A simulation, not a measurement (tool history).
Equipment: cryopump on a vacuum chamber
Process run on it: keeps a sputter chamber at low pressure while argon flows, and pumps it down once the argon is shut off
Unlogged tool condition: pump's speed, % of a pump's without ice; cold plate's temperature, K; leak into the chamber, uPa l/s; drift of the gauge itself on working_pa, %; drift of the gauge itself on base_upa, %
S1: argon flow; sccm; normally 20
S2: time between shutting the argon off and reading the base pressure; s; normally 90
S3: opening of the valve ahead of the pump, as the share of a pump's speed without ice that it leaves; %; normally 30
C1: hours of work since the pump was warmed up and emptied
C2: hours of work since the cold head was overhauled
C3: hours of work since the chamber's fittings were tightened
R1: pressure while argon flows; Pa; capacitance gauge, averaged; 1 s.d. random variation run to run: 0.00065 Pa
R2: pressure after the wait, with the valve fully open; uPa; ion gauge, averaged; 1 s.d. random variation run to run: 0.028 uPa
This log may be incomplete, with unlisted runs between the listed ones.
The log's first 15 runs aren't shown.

-- day=55.204 pump warmed up, emptied and cooled again
run 16 day=57.783 | S1=29 S2=90 S3=30 | C1=51 C2=3380 C3=1476 | R1=0.1542 R2=3.72
run 17 day=62.617 | S1=29 S2=90 S3=30 | C1=148 C2=3477 C3=1573 | R1=0.1605 R2=4.09
run 18 day=65.688 | S1=16 S2=53 S3=51 | C1=209 C2=3538 C3=1634 | R1=0.0553 R2=5.13
run 19 day=68.367 | S1=16 S2=53 S3=51 | C1=262 C2=3591 C3=1687 | R1=0.0574 R2=5.42
-- day=69.433 leaking fittings of the chamber tightened, without venting
run 20 day=71.571 | S1=16 S2=107 S3=32 | C1=324 C2=3653 C3=43 | R1=0.0888 R2=1.37
-- day=72.167 pump warmed up, emptied and cooled again
run 21 day=76.121 | S1=16 S2=107 S3=32 | C1=79 C2=3740 C3=129 | R1=0.0815 R2=1.43
run 22 day=78.846 | S1=16 S2=107 S3=32 | C1=133 C2=3794 C3=183 | R1=0.0819 R2=1.56
run 23 day=83.904 | S1=16 S2=107 S3=32 | C1=234 C2=3895 C3=284 | R1=0.085 R2=1.8
run 24 day=88.462 | S1=11 S2=90 S3=30 | C1=325 C2=3986 C3=375 | R1=0.0637 R2=2.17
-- day=89.292 pump warmed up, emptied and cooled again
run 25 day=91.688 | S1=11 S2=90 S3=30 | C1=48 C2=4046 C3=435 | R1=0.0598 R2=2.08
run 26 day=96.983 | S1=24 S2=52 S3=30 | C1=153 C2=4151 C3=541 | R1=0.133 R2=3.16
run 27 day=102.146 | S1=27 S2=34 S3=30 | C1=256 C2=4254 C3=643 | R1=0.1542 R2=4.38
run 28 day=104.829 | S1=12 S2=90 S3=23 | C1=309 C2=4307 C3=697 | R1=0.0886 R2=2.79
-- day=106.512 pump warmed up, emptied and cooled again
run 29 day=110.012 | S1=12 S2=90 S3=23 | C1=70 C2=4407 C3=796 | R1=0.0845 R2=2.67

Run 30 is up next; what results do you expect?
run 30 day=112.546 | S1=12 S2=90 S3=23 | C1=120 C2=4457 C3=846 | R1=? R2=?

Run 30 measured R1 0.0847 Pa, R2 2.84 uPa.
Were there no unlogged condition in the tool, this run, its random variation unchanged, would have produced R1 0.0822 Pa, R2 1.37 uPa.
